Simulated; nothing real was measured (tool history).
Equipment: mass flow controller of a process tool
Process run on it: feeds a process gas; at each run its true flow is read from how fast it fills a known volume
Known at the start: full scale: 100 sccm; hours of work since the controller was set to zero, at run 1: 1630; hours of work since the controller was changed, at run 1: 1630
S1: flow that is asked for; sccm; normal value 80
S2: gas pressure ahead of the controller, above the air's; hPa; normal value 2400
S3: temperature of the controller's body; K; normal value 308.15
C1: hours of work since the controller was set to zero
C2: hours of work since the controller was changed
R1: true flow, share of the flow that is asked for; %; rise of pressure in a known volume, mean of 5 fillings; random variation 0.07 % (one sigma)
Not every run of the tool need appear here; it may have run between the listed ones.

run,hour,S1,S2,S3,C1,C2,R1
1,0.0,80,2400,308.15,1630,1630,98.61
2,96.5,80,2400,308.15,1665,1665,98.53
3,157.3,80,2620,308.15,1687,1687,98.47
4,238.7,80,2620,308.15,1716,1716,98.39
5,325.0,80,2620,308.15,1747,1747,98.36
6,398.0,80,2400,308.15,1773,1773,98.54
7,513.2,80,2400,308.15,1815,1815,98.51
8,610.0,80,2400,308.15,1850,1850,98.49
9,693.1,41,2400,308.15,1880,1880,97.96
10,795.7,80,2400,295.15,1917,1917,99.12
# hour 802.6: controller's zero set anew
11,890.8,80,2400,295.15,32,1951,99.34
12,986.6,80,2400,308.15,66,1985,98.64
# hour 996.0: controller's zero set anew, once more
13,1092.1,80,2400,306.15,35,2023,98.35
14,1201.2,80,2400,306.15,74,2062,98.37
15,1321.8,80,2400,306.15,117,2106,98.34
16,1435.1,80,2400,306.15,158,2147,98.44
17,1544.8,80,2400,306.15,198,2186,98.35
18,1636.3,80,2400,306.15,231,2219,98.27
19,1756.6,33,2400,306.15,274,2262,97.30
20,1811.5,80,2520,308.15,294,2282,98.21
21,1868.8,52,2400,308.15,314,2303,97.55
22,1984.5,80,1490,302.15,356,2345,98.66
23,2076.4,80,1490,296.15,389,2378,98.89
24,2133.8,80,1580,308.15,410,2398,98.56
25,2215.8,29,1910,307.15,439,2428,97.39
26,2287.8,91,2180,308.15,465,2454,98.44
27,2383.5,91,2180,308.15,500,2488,98.40
28,2445.8,19,2670,308.15,522,2511,96.93
29,2517.1,19,2670,308.15,548,2536,97.07
30,2603.5,33,2180,295.15,579,2568,97.94
31,2683.1,19,1920,298.15,608,2596,97.73
32,2764.4,83,2400,313.15,637,2626,97.89
33,2818.8,17,2400,294.15,657,2645,97.73
34,2902.4,25,1900,294.15,687,2675,97.88
35,3024.0,80,1850,311.15,731,2719,98.23

3 options for the next run, each taken on its own from the tool as it stands now. Forecast them:
A,3149.5,80,2400,304.15,776,2764,?
B,3149.5,23,1850,293.15,776,2764,?
C,3149.5,80,2510,308.15,776,2764,?

run,R1
A,98.27
B,98.00
C,97.86
Take away the tool's hidden state, keep each run's random variation, and the runs would have read:
run,R1
A,99.25
B,98.75
C,98.84

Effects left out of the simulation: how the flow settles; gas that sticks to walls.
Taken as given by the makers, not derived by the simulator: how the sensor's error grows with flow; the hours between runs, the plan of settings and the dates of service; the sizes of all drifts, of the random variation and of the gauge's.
